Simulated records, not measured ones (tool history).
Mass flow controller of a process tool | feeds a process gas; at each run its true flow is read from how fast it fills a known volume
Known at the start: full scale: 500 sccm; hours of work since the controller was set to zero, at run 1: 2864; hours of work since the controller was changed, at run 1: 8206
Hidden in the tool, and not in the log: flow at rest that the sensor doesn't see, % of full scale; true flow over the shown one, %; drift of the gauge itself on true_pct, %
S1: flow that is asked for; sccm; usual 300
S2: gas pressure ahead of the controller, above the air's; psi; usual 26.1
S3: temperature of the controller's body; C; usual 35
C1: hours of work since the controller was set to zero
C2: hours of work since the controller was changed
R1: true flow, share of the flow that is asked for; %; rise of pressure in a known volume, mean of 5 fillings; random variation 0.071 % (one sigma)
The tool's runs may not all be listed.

| run | hour | S1 | S2 | S3 | C1 | C2 | R1 |
|---|---|---|---|---|---|---|---|
| 1 | 0.0 | 300 | 26.1 | 35 | 2864 | 8206 | 102.60 |
| 2 | 299.6 | 120 | 26.1 | 35 | 2971 | 8313 | 101.70 |
| 3 | 729.0 | 120 | 26.1 | 35 | 3124 | 8466 | 101.59 |
| 4 | 1189.8 | 120 | 26.1 | 35 | 3289 | 8631 | 101.63 |
|  | 1508.3 | controller exchanged for a calibrated one |
| 5 | 1713.9 | 300 | 20.7 | 35 | 73 | 73 | 99.79 |
| 6 | 2248.2 | 300 | 26.1 | 35 | 264 | 264 | 99.86 |
| 7 | 2682.9 | 300 | 26.1 | 35 | 419 | 419 | 99.91 |
| 8 | 3092.8 | 300 | 26.1 | 35 | 565 | 565 | 99.92 |
| 9 | 3490.2 | 300 | 26.1 | 35 | 707 | 707 | 99.99 |
| 10 | 3817.0 | 300 | 26.1 | 35 | 824 | 824 | 100.01 |
| 11 | 4338.9 | 300 | 26.1 | 35 | 1010 | 1010 | 100.06 |
| 12 | 4871.0 | 300 | 26.1 | 35 | 1200 | 1200 | 100.11 |
| 13 | 5348.2 | 300 | 26.1 | 35 | 1370 | 1370 | 100.05 |
| 14 | 5664.4 | 300 | 26.1 | 35 | 1483 | 1483 | 100.14 |
| 15 | 6054.7 | 300 | 26.1 | 35 | 1622 | 1622 | 100.18 |
| 16 | 6425.3 | 300 | 26.1 | 35 | 1754 | 1754 | 100.05 |
| 17 | 6690.8 | 300 | 23.2 | 35 | 1849 | 1849 | 100.14 |
| 18 | 7230.8 | 300 | 23.2 | 35 | 2042 | 2042 | 100.11 |
| 19 | 7548.4 | 300 | 26.1 | 35 | 2155 | 2155 | 100.36 |
| 20 | 7853.1 | 300 | 26.1 | 35 | 2264 | 2264 | 100.23 |
| 21 | 8422.8 | 300 | 33.8 | 35 | 2467 | 2467 | 100.45 |
| 22 | 8826.4 | 57 | 27.3 | 35 | 2611 | 2611 | 98.67 |
| 23 | 9214.8 | 116 | 22.6 | 35 | 2750 | 2750 | 99.43 |
| 24 | 9605.7 | 300 | 24.1 | 35 | 2889 | 2889 | 100.45 |
| 25 | 10013.1 | 300 | 24.1 | 35 | 3035 | 3035 | 100.52 |
| 26 | 10347.9 | 239 | 24.1 | 35 | 3154 | 3154 | 100.32 |
| 27 | 10861.5 | 144 | 23.6 | 35 | 3337 | 3337 | 99.77 |
|  | 10903.1 | controller's zero set anew |
| 28 | 11419.5 | 144 | 23.6 | 35 | 184 | 3536 | 99.38 |
| 29 | 11965.3 | 245 | 20.6 | 27 | 379 | 3731 | 99.42 |
|  | 12427.1 | controller's zero set anew, once more |
| 30 | 12508.2 | 54 | 32.6 | 23 | 29 | 3924 | 99.40 |
| 31 | 13053.6 | 388 | 23.9 | 35 | 224 | 4119 | 101.43 |
| 32 | 13388.8 | 300 | 32.1 | 30 | 343 | 4239 | 100.84 |
| 33 | 13720.3 | 300 | 32.1 | 30 | 461 | 4357 | 100.91 |
| 34 | 14011.6 | 300 | 32.1 | 30 | 565 | 4461 | 100.93 |
| 35 | 14568.1 | 78 | 26.1 | 22 | 764 | 4659 | 99.48 |
| 36 | 14823.5 | 300 | 31.0 | 21 | 855 | 4750 | 100.43 |
| 37 | 15386.0 | 300 | 31.0 | 21 | 1056 | 4951 | 100.40 |
| 38 | 15963.6 | 300 | 31.0 | 21 | 1262 | 5157 | 100.64 |
| 39 | 16299.1 | 300 | 31.0 | 21 | 1382 | 5277 | 100.65 |
| 40 | 16683.5 | 300 | 31.0 | 21 | 1519 | 5414 | 100.67 |
| 41 | 17258.8 | 300 | 31.0 | 21 | 1724 | 5619 | 100.61 |

How the hidden state differs across the entries between the runs, from the last listed run before each to the first after it:
Between runs 4 and 5: controller exchanged for a calibrated one (hour 1508.3)
  flow at rest that the sensor doesn't see, % of full scale: -0.203 -> -0.011; true flow over the shown one, %: 2.91 -> -0.23
  measured less the result without the state, R1: +2.07 -> -0.25 %
Between runs 27 and 28: controller's zero set anew (hour 10903.1)
  flow at rest that the sensor doesn't see, % of full scale: -0.206 -> -0.341; true flow over the shown one, %: 0.84 -> 0.91
  measured less the result without the state, R1: +0.13 -> -0.28 %
Between runs 29 and 30: controller's zero set anew, once more (hour 12427.1)
  flow at rest that the sensor doesn't see, % of full scale: -0.353 -> -0.029; true flow over the shown one, %: 0.98 -> 1.04
  measured less the result without the state, R1: +0.26 -> +0.76 %
